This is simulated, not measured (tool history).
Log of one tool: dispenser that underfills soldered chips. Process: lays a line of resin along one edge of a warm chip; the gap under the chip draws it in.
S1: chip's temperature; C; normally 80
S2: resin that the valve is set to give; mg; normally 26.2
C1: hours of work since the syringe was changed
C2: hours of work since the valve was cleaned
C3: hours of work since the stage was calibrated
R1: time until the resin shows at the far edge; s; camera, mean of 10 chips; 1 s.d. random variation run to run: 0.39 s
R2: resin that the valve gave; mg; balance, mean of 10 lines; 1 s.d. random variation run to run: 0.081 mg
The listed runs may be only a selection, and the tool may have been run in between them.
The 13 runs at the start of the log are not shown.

run     day  S1    S2  C1  C2   C3    R1     R2
 14   4.871  80  26.2   4  27  332  33.1  25.93
      5.104  -- new syringe of resin
 15   5.388  80  26.2   4  35  339  34.4  25.95
        5.6  -- new syringe of resin
 16   5.908  80  33.2   5  42  347  33.9  32.61
      6.108  -- new syringe of resin
 17   6.179  73  26.2   1  46  351  40.4  25.77
 18   6.567  76  26.2   7  52  357  49.2   25.8
      6.621  -- new syringe of resin
 19   6.879  76  26.2   4  56  361  41.2  25.54
      7.133  -- new syringe of resin
      7.212  -- dispensing valve cleaned and set on the balance
 20   7.212  93  33.5   1   0  365  15.1  33.54
 21   7.496  93  33.5   5   4  370    19  33.36
      7.671  -- new syringe of resin
 22   7.892  93  33.5   3  10  375  18.1  33.33
      8.175  -- new syringe of resin
 23   8.212  93  33.5   1  15  380    15  33.25
 24     8.5  88  23.2   5  19  384  24.8  23.11
        8.7  -- new syringe of resin
 25   8.767  73  25.6   1  23  388    41  25.32
 26   9.104  73  28.7   6  28  393  53.8  28.38
      9.221  -- new syringe of resin
 27   9.338  73  30.1   2  31  396  42.1  29.79
      9.729  -- new syringe of resin
 28   9.833  85  27.1   2  38  404  23.3  26.66
 29  10.162  85  27.1   6  43  409  31.5  26.71
     10.262  -- new syringe of resin
 30  10.483  75  31.7   3  48  413  40.4  31.15
     10.779  -- new syringe of resin
 31  10.854  75  31.7   1  53  419  36.6  31.13
       11.3  -- new syringe of resin
 32  11.317  89  27.5   0  60  425  18.1  26.96
       11.4  -- dispensing valve cleaned and set on the balance
 33  11.733  93  28.8   6   5  431  21.6  28.61
     11.875  -- new syringe of resin
 34  12.104  76  28.8   3  10  436  39.9  28.65
     12.379  -- new syringe of resin
 35  12.388  84  26.2   0  14  440  23.4  26.17
 36  12.779  72  24.9   6  20  446  57.2  24.72

What if the next run were any one of these 3? Each begins from the tool's condition after run 36:
     12.908  -- new syringe of resin
  A  13.279  89  25.6   6  28  453   ?   ?
     12.908  -- new syringe of resin
  B  13.279  72  24.3   6  28  453   ?   ?
     12.908  -- new syringe of resin
  C  13.279  90  26.7   6  28  453   ?   ?

run    R1     R2
  A  25.7  25.34
  B  56.4  24.14
  C    24  26.58
The same runs, with their run-to-run variation unchanged, on a tool lacking any hidden condition would have given:
run    R1     R2
  A  17.1  25.59
  B    37  24.38
  C  15.9  26.84
